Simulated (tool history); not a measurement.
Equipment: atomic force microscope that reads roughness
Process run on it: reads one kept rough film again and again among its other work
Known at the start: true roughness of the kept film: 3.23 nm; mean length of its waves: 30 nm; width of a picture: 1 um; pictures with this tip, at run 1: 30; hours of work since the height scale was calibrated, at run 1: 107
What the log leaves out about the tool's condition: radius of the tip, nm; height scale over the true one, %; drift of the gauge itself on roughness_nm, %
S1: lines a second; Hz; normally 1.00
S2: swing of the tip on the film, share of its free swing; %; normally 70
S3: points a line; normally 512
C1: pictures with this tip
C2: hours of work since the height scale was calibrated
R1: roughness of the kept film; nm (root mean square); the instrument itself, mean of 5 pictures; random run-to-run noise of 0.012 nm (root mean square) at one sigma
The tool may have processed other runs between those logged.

run	hour	S1	S2	S3	C1	C2	R1
1	0.0	1.00	70	512	30	107	2.842
2	12.0	1.00	70	512	46	112	2.821
3	25.0	1.00	70	512	64	117	2.814
4	45.4	1.00	65	512	92	125	2.836
5	58.9	1.00	65	512	111	131	2.825
6	78.5	1.00	65	512	138	139	2.804
7	94.4	1.00	65	512	160	146	2.782
8	105.8	1.00	65	512	175	150	2.736
9	123.1	1.00	65	512	199	158	2.766
10	141.6	1.00	72	512	225	165	2.698
11	153.1	1.00	70	512	240	170	2.664
# hour 155.4: height scale calibrated on a step standard
12	171.3	1.00	70	512	264	7	2.695
13	191.3	1.00	70	512	292	15	2.688
# hour 194.9: new tip fitted
14	207.5	1.00	80	512	17	21	2.738
15	219.2	1.00	80	512	33	26	2.723
16	240.8	1.00	80	512	63	35	2.692
# hour 252.2: height scale calibrated on a step standard, once more
17	253.0	1.00	80	512	78	0	2.725
18	263.0	1.00	80	512	92	4	2.695
19	284.2	1.00	70	626	121	13	2.757
20	294.2	3.53	70	512	135	17	2.462
21	310.4	3.44	70	611	157	24	2.457
22	323.0	3.05	70	721	175	29	2.491
23	334.2	3.05	70	721	190	34	2.473
24	347.1	3.05	70	721	208	39	2.471
25	362.0	1.00	83	512	228	45	2.553
26	377.5	2.91	70	933	250	52	2.451
27	390.3	2.91	70	933	267	57	2.465
28	404.8	0.53	70	701	287	63	2.751
# hour 411.0: new tip fitted
29	418.7	0.94	70	263	11	69	2.828
30	440.9	1.21	68	620	41	78	2.809
31	457.2	0.75	55	591	63	84	2.897
32	474.0	0.74	78	423	87	91	2.763
33	489.1	0.74	78	423	107	98	2.721
34	509.7	1.34	80	452	136	106	2.585
35	527.4	1.34	62	437	160	114	2.761
36	537.1	1.34	88	367	173	118	2.441
37	546.4	0.52	69	291	186	121	2.788
38	556.0	3.07	73	512	199	125	2.383
39	573.5	0.88	62	397	223	133	2.770
40	590.9	0.88	62	285	247	140	2.724

Describe how what the log doesn't record of the tool's condition differs between the last listed run preceding each entry between runs and the first listed run following it.
After run 11, before run 12: height scale calibrated on a step standard (hour 155.4)
  radius of the tip, nm: 9.4 -> 9.8; height scale over the true one, %: -0.02 -> -0.04
  measured minus no-state result, R1: -0.155 -> -0.173 nm (root mean square)
After run 13, before run 14: new tip fitted (hour 194.9)
  radius of the tip, nm: 10.3 -> 5.5; height scale over the true one, %: -0.04 -> -0.05
  measured minus no-state result, R1: -0.191 -> -0.021 nm (root mean square)
After run 16, before run 17: height scale calibrated on a step standard, once more (hour 252.2)
  radius of the tip, nm: 6.4 -> 6.6; height scale over the true one, %: -0.06 -> 0.05
  measured minus no-state result, R1: -0.050 -> -0.058 nm (root mean square)
After run 28, before run 29: new tip fitted (hour 411.0)
  radius of the tip, nm: 10.4 -> 5.3; height scale over the true one, %: 0.01 -> 0
  measured minus no-state result, R1: -0.195 -> -0.010 nm (root mean square)
